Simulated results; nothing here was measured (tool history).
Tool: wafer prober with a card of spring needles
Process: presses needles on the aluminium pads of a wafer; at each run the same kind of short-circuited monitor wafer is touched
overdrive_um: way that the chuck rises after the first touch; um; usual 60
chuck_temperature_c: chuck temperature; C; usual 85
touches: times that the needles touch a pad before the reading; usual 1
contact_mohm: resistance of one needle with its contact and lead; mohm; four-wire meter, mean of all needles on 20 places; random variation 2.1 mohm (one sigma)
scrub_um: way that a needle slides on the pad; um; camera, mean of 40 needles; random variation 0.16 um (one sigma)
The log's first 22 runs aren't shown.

At day 11.979: tips cleaned on abrasive film.
Run 23, day 12.104: usual settings but overdrive_um 76 um, chuck_temperature_c 63 C, touches 2. Result: contact_mohm 236 mohm, scrub_um 19.77 um.
At day 12.558: tips cleaned on abrasive film.
Run 24, day 12.625: usual settings but overdrive_um 73 um, chuck_temperature_c 28 C, touches 3. Result: contact_mohm 217 mohm, scrub_um 19.30 um.
At day 13.133: tips cleaned on abrasive film.
Run 25, day 13.300: usual settings but chuck_temperature_c 100 C, touches 2. Result: contact_mohm 263 mohm, scrub_um 15.77 um.
At day 13.721: tips cleaned on abrasive film.
Run 26, day 13.829: usual settings but touches 2. Result: contact_mohm 255 mohm, scrub_um 15.63 um.
At day 14.288: tips cleaned on abrasive film.
Run 27, day 14.579: usual settings but chuck_temperature_c 42 C. Result: contact_mohm 293 mohm, scrub_um 15.55 um.
At day 14.875: tips cleaned on abrasive film.
Run 28, day 15.179: usual settings but overdrive_um 43 um, chuck_temperature_c 41 C. Result: contact_mohm 370 mohm, scrub_um 11.32 um.
At day 15.500: tips cleaned on abrasive film.
Run 29, day 15.675: usual settings but overdrive_um 65 um, touches 2. Result: contact_mohm 257 mohm, scrub_um 16.70 um.
At day 16.104: tips cleaned on abrasive film.
Run 30, day 16.154: usual settings but overdrive_um 62 um, chuck_temperature_c 42 C, touches 3. Result: contact_mohm 227 mohm, scrub_um 15.93 um.
Run 31, day 16.525: usual settings but overdrive_um 67 um, chuck_temperature_c 33 C. Result: contact_mohm 281 mohm, scrub_um 17.20 um.
At day 16.679: tips cleaned on abrasive film.
Run 32, day 16.842: usual settings but overdrive_um 67 um, chuck_temperature_c 33 C. Result: contact_mohm 254 mohm, scrub_um 17.35 um.
At day 17.254: tips cleaned on abrasive film.
Run 33, day 17.442: usual settings but overdrive_um 59 um, chuck_temperature_c 117 C, touches 2. Result: contact_mohm 275 mohm, scrub_um 15.02 um.

Forecast each of these 4 alternatives for the next run:
At day 17.850: tips cleaned on abrasive film.
Run A, day 18.000: usual settings. Result: contact_mohm ?, scrub_um ?.
At day 17.850: tips cleaned on abrasive film.
Run B, day 18.000: usual settings but chuck_temperature_c 40 C. Result: contact_mohm ?, scrub_um ?.
At day 17.850: tips cleaned on abrasive film.
Run C, day 18.000: usual settings but overdrive_um 69 um, chuck_temperature_c 47 C. Result: contact_mohm ?, scrub_um ?.
At day 17.850: tips cleaned on abrasive film.
Run D, day 18.000: usual settings but overdrive_um 76 um, chuck_temperature_c 72 C, touches 2. Result: contact_mohm ?, scrub_um ?.

run  contact_mohm  scrub_um
  A           279     15.61
  B           268     15.65
  C           256     17.62
  D           237     19.64
Without the tool's hidden state the same runs would have given:
run  contact_mohm  scrub_um
  A           226     16.26
  B           212     16.30
  C           213     18.26
  D           215     20.29
